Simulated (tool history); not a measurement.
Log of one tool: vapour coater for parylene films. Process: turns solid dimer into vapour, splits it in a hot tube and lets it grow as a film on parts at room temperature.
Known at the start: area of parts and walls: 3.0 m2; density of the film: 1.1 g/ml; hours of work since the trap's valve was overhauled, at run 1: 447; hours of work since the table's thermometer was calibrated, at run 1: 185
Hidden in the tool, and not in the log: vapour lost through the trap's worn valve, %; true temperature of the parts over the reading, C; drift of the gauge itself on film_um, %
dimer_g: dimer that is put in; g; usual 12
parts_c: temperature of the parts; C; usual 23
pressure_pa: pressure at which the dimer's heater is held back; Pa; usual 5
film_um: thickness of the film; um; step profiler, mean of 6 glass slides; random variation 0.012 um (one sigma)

run	hour	dimer_g	parts_c	pressure_pa	hours of work since the trap's valve was overhauled	hours of work since the table's thermometer was calibrated	film_um
1	0	12	23	5	447	185	2.88
2	18.5	12	23	5	454	193	2.86
3	46.6	12	23	5	466	204	2.89
4	71.1	12	23	5.01	477	215	2.87
5	101.3	12	23	3.41	489	228	3.02
6	126.4	12	23	3.41	500	238	2.98
7	145.7	11	23	5	508	246	2.64
8	164	12	23	5	516	254	2.87
9	188.5	12	23	5	526	264	2.86
10	202.9	12	23	5	532	270	2.87
11	219.3	12	23	5	539	277	2.87
12	240.7	22	23	5	548	286	5.27
13	255.1	22	23	5	554	293	5.23
14	282.7	12	23	5	566	304	2.84
15	306.8	11	15	5.48	576	314	2.99
16	322.9	10	18	2.85	583	321	2.77
17	346.9	10	18	2.85	593	331	2.74
18	363.9	18	31	8.41	600	338	3.49
19	379.7	5	29	5	607	345	1.06
20	401.3	5	29	5	616	354	1.06
21	422.6	12	25	3.35	625	363	2.86
22	445.7	13	25	3.35	635	373	3.09
23	474.6	5	23	5	647	385	1.18
24	504.7	11	28	11.09	660	398	2.19
25	518.6	12	23	5.88	665	404	2.76
26	542.4	18	21	4.92	675	414	4.41
27	565.5	18	22	6.55	685	424	4.18
# hour 584.1: trap's valve overhauled
28	592.6	12	17	3	4	433	3.35

Forecast each of these 3 alternatives for the next run:
A	615.7	13	19	7.36	13	443	?
B	615.7	12	17	4.25	13	443	?
C	615.7	12	23	4.54	13	443	?

run	film_um
A	3.16
B	3.2
C	2.85
Without the tool's hidden state the same runs would have given:
run	film_um
A	3.23
B	3.27
C	2.91
